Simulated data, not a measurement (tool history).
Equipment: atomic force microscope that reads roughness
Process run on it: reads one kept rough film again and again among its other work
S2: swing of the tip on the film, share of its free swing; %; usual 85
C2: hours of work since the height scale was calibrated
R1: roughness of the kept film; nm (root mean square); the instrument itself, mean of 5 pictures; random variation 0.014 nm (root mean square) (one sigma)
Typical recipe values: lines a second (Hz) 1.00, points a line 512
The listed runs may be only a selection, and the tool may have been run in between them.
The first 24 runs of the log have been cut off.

Run 25, hour 1290.2: usual settings but lines a second (Hz) 1.16, S2 58 %; pictures with this tip 144; C2 139. Result: R1 2.945 nm (root mean square).
Run 26, hour 1345.1: usual settings but lines a second (Hz) 3.12, S2 73 %, points a line 337; pictures with this tip 193; C2 162. Result: R1 2.294 nm (root mean square).
Run 27, hour 1408.2: usual settings but S2 66 %; pictures with this tip 249; C2 189. Result: R1 2.571 nm (root mean square).
Run 28, hour 1446.5: usual settings but S2 66 %; pictures with this tip 282; C2 205. Result: R1 2.480 nm (root mean square).
Run 29, hour 1485.3: usual settings; pictures with this tip 317; C2 221. Result: R1 2.182 nm (root mean square).
Run 30, hour 1543.8: usual settings but lines a second (Hz) 2.33; pictures with this tip 368; C2 246. Result: R1 1.793 nm (root mean square).
At hour 1561.9: new tip fitted.
Run 31, hour 1575.7: usual settings but lines a second (Hz) 1.59, points a line 517; pictures with this tip 12; C2 259. Result: R1 2.928 nm (root mean square).
Run 32, hour 1607.6: usual settings but S2 63 %, points a line 310; pictures with this tip 40; C2 273. Result: R1 3.277 nm (root mean square).
Run 33, hour 1649.5: usual settings but points a line 506; pictures with this tip 77; C2 290. Result: R1 2.848 nm (root mean square).
Run 34, hour 1698.9: usual settings but points a line 506; pictures with this tip 121; C2 311. Result: R1 2.676 nm (root mean square).
Run 35, hour 1756.4: usual settings but points a line 506; pictures with this tip 172; C2 335. Result: R1 2.517 nm (root mean square).
Run 36, hour 1826.8: usual settings but S2 73 %, points a line 506; pictures with this tip 234; C2 365. Result: R1 2.499 nm (root mean square).
Run 37, hour 1895.9: usual settings but S2 73 %, points a line 506; pictures with this tip 295; C2 394. Result: R1 2.309 nm (root mean square).
Run 38, hour 1935.7: usual settings but S2 73 %, points a line 506; pictures with this tip 330; C2 411. Result: R1 2.239 nm (root mean square).
Run 39, hour 1993.1: usual settings but lines a second (Hz) 3.02, S2 70 %, points a line 423; pictures with this tip 381; C2 435. Result: R1 1.892 nm (root mean square).
At hour 1997.4: new tip fitted.
Run 40, hour 2061.3: usual settings but lines a second (Hz) 1.81, S2 62 %, points a line 778; pictures with this tip 57; C2 464. Result: R1 3.183 nm (root mean square).
Run 41, hour 2096.8: usual settings but S2 69 %, points a line 472; pictures with this tip 88; C2 479. Result: R1 3.067 nm (root mean square).
Run 42, hour 2157.1: usual settings but lines a second (Hz) 0.60, S2 86 %; pictures with this tip 142; C2 504. Result: R1 2.774 nm (root mean square).
Run 43, hour 2224.1: usual settings but lines a second (Hz) 0.60, S2 86 %; pictures with this tip 201; C2 532. Result: R1 2.598 nm (root mean square).
Run 44, hour 2262.8: usual settings but lines a second (Hz) 0.72, S2 62 %; pictures with this tip 235; C2 549. Result: R1 2.648 nm (root mean square).
Run 45, hour 2312.4: usual settings but lines a second (Hz) 0.72, S2 62 %, points a line 413; pictures with this tip 279; C2 569. Result: R1 2.505 nm (root mean square).
Run 46, hour 2371.1: usual settings but lines a second (Hz) 2.68, S2 72 %, points a line 329; pictures with this tip 331; C2 594. Result: R1 2.032 nm (root mean square).

3 options for the next run, each taken on its own from the tool as it stands now. Forecast them:
Run A, hour 2420.7: usual settings but lines a second (Hz) 2.73, S2 57 %; pictures with this tip 375; C2 615. Result: R1 ?.
Run B, hour 2420.7: usual settings but lines a second (Hz) 1.59, S2 69 %; pictures with this tip 375; C2 615. Result: R1 ?.
Run C, hour 2420.7: usual settings but lines a second (Hz) 2.68, S2 72 %, points a line 550; pictures with this tip 375; C2 615. Result: R1 ?.

run     R1
  A  2.165
  B  2.124
  C  1.946
Stripped of hidden state, with their random variation kept, the same runs would have yielded:
run     R1
  A  3.461
  B  3.396
  C  3.117

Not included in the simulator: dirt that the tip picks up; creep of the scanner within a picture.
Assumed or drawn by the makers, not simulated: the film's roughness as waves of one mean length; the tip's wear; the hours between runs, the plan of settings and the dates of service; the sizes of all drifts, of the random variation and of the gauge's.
